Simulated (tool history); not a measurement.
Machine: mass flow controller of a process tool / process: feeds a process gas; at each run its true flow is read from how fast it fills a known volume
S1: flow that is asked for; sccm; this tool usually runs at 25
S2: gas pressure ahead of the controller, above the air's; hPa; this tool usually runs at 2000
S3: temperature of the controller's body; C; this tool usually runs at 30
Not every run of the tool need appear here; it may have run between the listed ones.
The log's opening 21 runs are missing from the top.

run 22 hour=5527.2 | S1=25 S2=2400 S3=30 | true_flow_(%)=99.88
run 23 hour=5920.4 | S1=25 S2=2400 S3=30 | true_flow_(%)=99.87
run 24 hour=6191.6 | S1=25 S2=2400 S3=30 | true_flow_(%)=99.90
run 25 hour=6521.4 | S1=25 S2=2000 S3=21 | true_flow_(%)=98.63
run 26 hour=6912.6 | S1=25 S2=2000 S3=21 | true_flow_(%)=98.55
run 27 hour=7155.3 | S1=38 S2=2530 S3=29 | true_flow_(%)=99.97
run 28 hour=7519.9 | S1=6 S2=2000 S3=30 | true_flow_(%)=99.00
run 29 hour=7738.4 | S1=6 S2=2000 S3=30 | true_flow_(%)=99.13
run 30 hour=7949.9 | S1=6 S2=2000 S3=30 | true_flow_(%)=99.13
run 31 hour=8237.7 | S1=25 S2=2230 S3=34 | true_flow_(%)=100.00
run 32 hour=8406.5 | S1=8 S2=2000 S3=22 | true_flow_(%)=98.40
run 33 hour=8637.9 | S1=6 S2=1980 S3=34 | true_flow_(%)=99.38
run 34 hour=8962.6 | S1=6 S2=1980 S3=34 | true_flow_(%)=99.30
run 35 hour=9158.7 | S1=49 S2=2000 S3=34 | true_flow_(%)=100.15
run 36 hour=9487.4 | S1=49 S2=2000 S3=34 | true_flow_(%)=100.03
-- hour=9622.1 gauge calibrated
run 37 hour=9723.5 | S1=8 S2=2760 S3=31 | true_flow_(%)=100.45
run 38 hour=10000.5 | S1=8 S2=2760 S3=31 | true_flow_(%)=100.45
run 39 hour=10216.2 | S1=8 S2=2760 S3=31 | true_flow_(%)=100.27
run 40 hour=10565.5 | S1=25 S2=1540 S3=31 | true_flow_(%)=99.74
run 41 hour=10814.0 | S1=8 S2=2350 S3=28 | true_flow_(%)=99.75
run 42 hour=11002.9 | S1=11 S2=2790 S3=36 | true_flow_(%)=100.84
run 43 hour=11391.6 | S1=48 S2=1780 S3=25 | true_flow_(%)=99.71
run 44 hour=11773.3 | S1=9 S2=2600 S3=25 | true_flow_(%)=99.69

For run 45, what comes out?
run 45 hour=12035.9 | S1=25 S2=1660 S3=20 | true_flow_(%)=?

{"run 45": {"true flow (%)": 98.68}}
Without the tool's hidden state the same run would have given true flow (%) 98.87.

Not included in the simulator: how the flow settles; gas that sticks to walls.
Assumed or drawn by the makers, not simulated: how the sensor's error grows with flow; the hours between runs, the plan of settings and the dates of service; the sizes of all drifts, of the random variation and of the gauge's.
